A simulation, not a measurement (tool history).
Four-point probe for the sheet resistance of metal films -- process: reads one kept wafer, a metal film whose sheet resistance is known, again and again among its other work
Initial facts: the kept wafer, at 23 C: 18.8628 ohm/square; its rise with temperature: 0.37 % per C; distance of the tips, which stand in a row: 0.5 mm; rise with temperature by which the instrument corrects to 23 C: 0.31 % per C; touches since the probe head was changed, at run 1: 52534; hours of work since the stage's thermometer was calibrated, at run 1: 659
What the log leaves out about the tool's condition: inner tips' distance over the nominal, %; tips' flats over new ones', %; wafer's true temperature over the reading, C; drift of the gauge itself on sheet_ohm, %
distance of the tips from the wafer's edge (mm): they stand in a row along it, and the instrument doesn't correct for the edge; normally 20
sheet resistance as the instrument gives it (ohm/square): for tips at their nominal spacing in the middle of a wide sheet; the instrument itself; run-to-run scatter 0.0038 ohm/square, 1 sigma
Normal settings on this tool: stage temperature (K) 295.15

run	hour	stage temperature (K)	distance of the tips from the wafer's edge (mm)	touches since the probe head was changed	hours of work since the stage's thermometer was calibrated	sheet resistance as the instrument gives it (ohm/square)
1	0.0	295.15	20	52534	659	18.728244
2	50.3	295.15	20	54127	692	18.725309
3	165.8	292.15	20	57787	767	18.680398
4	235.3	292.15	20	59991	813	18.675895
5	298.3	297.15	20	61987	854	18.730059
6	362.2	297.15	20	64011	896	18.726498
7	476.3	297.15	15	67629	971	18.717350
8	563.5	297.15	4	70391	1028	18.864516
9	639.1	295.15	37	72786	1078	18.677350
10	755.0	295.15	37	76459	1154	18.675324
11	808.9	295.15	37	78170	1189	18.668841
12	899.9	295.15	37	81053	1249	18.664767
13	986.9	295.15	7	83810	1306	18.709776
# hour 995.3: stage's thermometer calibrated
14	1077.3	295.15	7	86658	54	18.703444
15	1157.3	295.15	20	89192	106	18.657836
16	1255.5	295.15	20	92306	171	18.649573
17	1344.3	295.15	20	95121	229	18.644074
18	1421.7	295.15	3	97571	280	18.909067
19	1488.7	295.15	20	99695	323	18.632110
20	1565.4	295.15	20	102125	374	18.629065
21	1627.7	295.15	20	104101	415	18.626952
# hour 1689.1: stage's thermometer calibrated, once more
22	1721.3	295.15	20	107051	21	18.609605
23	1784.2	295.15	20	109044	62	18.602053
24	1864.7	306.15	61	111594	115	18.708086
25	1937.8	306.15	5	113912	163	18.804621
26	2024.8	302.15	5	116670	220	18.749890
# hour 2051.2: new probe head fitted
27	2077.1	295.15	36	823	254	18.791962
28	2155.0	292.15	20	3291	305	18.747100
29	2212.1	294.15	7	5100	342	18.815848
30	2296.4	294.15	9	7773	397	18.799443
31	2352.5	294.15	9	9548	434	18.786510
32	2465.7	295.15	41	13137	508	18.762153
33	2540.3	298.15	5	15502	557	18.890714
34	2625.0	295.15	5	18186	613	18.862834
35	2727.0	296.15	5	21416	680	18.859368
36	2796.6	296.15	5	23623	725	18.852218
37	2853.8	295.15	44	25435	763	18.738450
38	2909.4	300.15	24	27196	799	18.799659
39	3014.5	300.15	24	30528	868	18.789207
40	3075.4	298.15	5	32458	908	18.859944
41	3159.6	295.15	20	35127	963	18.728060
42	3249.4	295.15	33	37973	1022	18.716403
43	3344.5	307.15	62	40986	1085	18.834349
44	3460.0	307.15	6	44648	1160	18.905040
45	3561.6	295.15	5	47867	1227	18.789677
46	3611.5	305.15	20	49448	1260	18.810710

Predict each of these 3 candidate next runs independently; none follows another, all start after run 46:
A	3720.1	305.15	62	52890	1331	?
B	3720.1	292.15	34	52890	1331	?
C	3720.1	292.15	16	52890	1331	?

run	sheet resistance as the instrument gives it (ohm/square)
A	18.793574
B	18.656414
C	18.661666
With the hidden condition removed and each run's random variation left untouched, the same runs would have given:
run	sheet resistance as the instrument gives it (ohm/square)
A	18.960763
B	18.821677
C	18.826969
